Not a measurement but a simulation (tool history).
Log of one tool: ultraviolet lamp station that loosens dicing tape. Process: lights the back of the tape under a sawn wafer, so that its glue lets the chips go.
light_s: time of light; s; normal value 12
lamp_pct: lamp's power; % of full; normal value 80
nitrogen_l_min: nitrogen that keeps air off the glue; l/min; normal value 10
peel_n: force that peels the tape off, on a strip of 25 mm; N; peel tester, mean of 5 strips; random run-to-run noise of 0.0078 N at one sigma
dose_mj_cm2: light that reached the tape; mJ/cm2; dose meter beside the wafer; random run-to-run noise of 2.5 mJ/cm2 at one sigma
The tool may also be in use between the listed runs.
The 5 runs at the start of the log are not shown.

{"run": 6, "hour": 52.9, "light_s": 12, "lamp_pct": 80, "nitrogen_l_min": 10, "peel_n": 0.291, "dose_mj_cm2": 284}
{"run": 7, "hour": 59.3, "light_s": 12, "lamp_pct": 64, "nitrogen_l_min": 10, "peel_n": 0.369, "dose_mj_cm2": 231}
{"run": 8, "hour": 65.7, "light_s": 19, "lamp_pct": 80, "nitrogen_l_min": 10, "peel_n": 0.25, "dose_mj_cm2": 453}
{"run": 9, "hour": 73.5, "light_s": 19, "lamp_pct": 80, "nitrogen_l_min": 10, "peel_n": 0.237, "dose_mj_cm2": 458}
{"run": 10, "hour": 86.6, "light_s": 12, "lamp_pct": 68, "nitrogen_l_min": 10, "peel_n": 0.366, "dose_mj_cm2": 245}
{"run": 11, "hour": 98.3, "light_s": 12, "lamp_pct": 68, "nitrogen_l_min": 10, "peel_n": 0.34, "dose_mj_cm2": 241}
{"run": 12, "hour": 104.7, "light_s": 12, "lamp_pct": 68, "nitrogen_l_min": 6, "peel_n": 0.469, "dose_mj_cm2": 242}
{"run": 13, "hour": 111.8, "light_s": 12, "lamp_pct": 68, "nitrogen_l_min": 6, "peel_n": 0.454, "dose_mj_cm2": 243}
{"run": 14, "hour": 124.2, "light_s": 12, "lamp_pct": 68, "nitrogen_l_min": 6, "peel_n": 0.472, "dose_mj_cm2": 246}
{"hour": 128.4, "done": "window cleaned of glue's vapour"}
{"run": 15, "hour": 137.0, "light_s": 12, "lamp_pct": 68, "nitrogen_l_min": 6, "peel_n": 0.453, "dose_mj_cm2": 243}
{"run": 16, "hour": 150.0, "light_s": 12, "lamp_pct": 68, "nitrogen_l_min": 6, "peel_n": 0.443, "dose_mj_cm2": 244}
{"run": 17, "hour": 158.0, "light_s": 12, "lamp_pct": 68, "nitrogen_l_min": 6, "peel_n": 0.483, "dose_mj_cm2": 246}
{"run": 18, "hour": 169.0, "light_s": 7, "lamp_pct": 80, "nitrogen_l_min": 10, "peel_n": 0.623, "dose_mj_cm2": 168}
{"run": 19, "hour": 176.7, "light_s": 12, "lamp_pct": 80, "nitrogen_l_min": 10, "peel_n": 0.285, "dose_mj_cm2": 285}
{"run": 20, "hour": 182.7, "light_s": 12, "lamp_pct": 80, "nitrogen_l_min": 10, "peel_n": 0.304, "dose_mj_cm2": 288}

Expected results for the next run?
{"run": 21, "hour": 195.4, "light_s": 12, "lamp_pct": 80, "nitrogen_l_min": 10, "peel_n": "?", "dose_mj_cm2": "?"}

peel_n: 0.306 N
dose_mj_cm2: 281 mJ/cm2
Had the tool carried no hidden state, the very same run would have given peel_n 0.306 N, dose_mj_cm2 282 mJ/cm2.
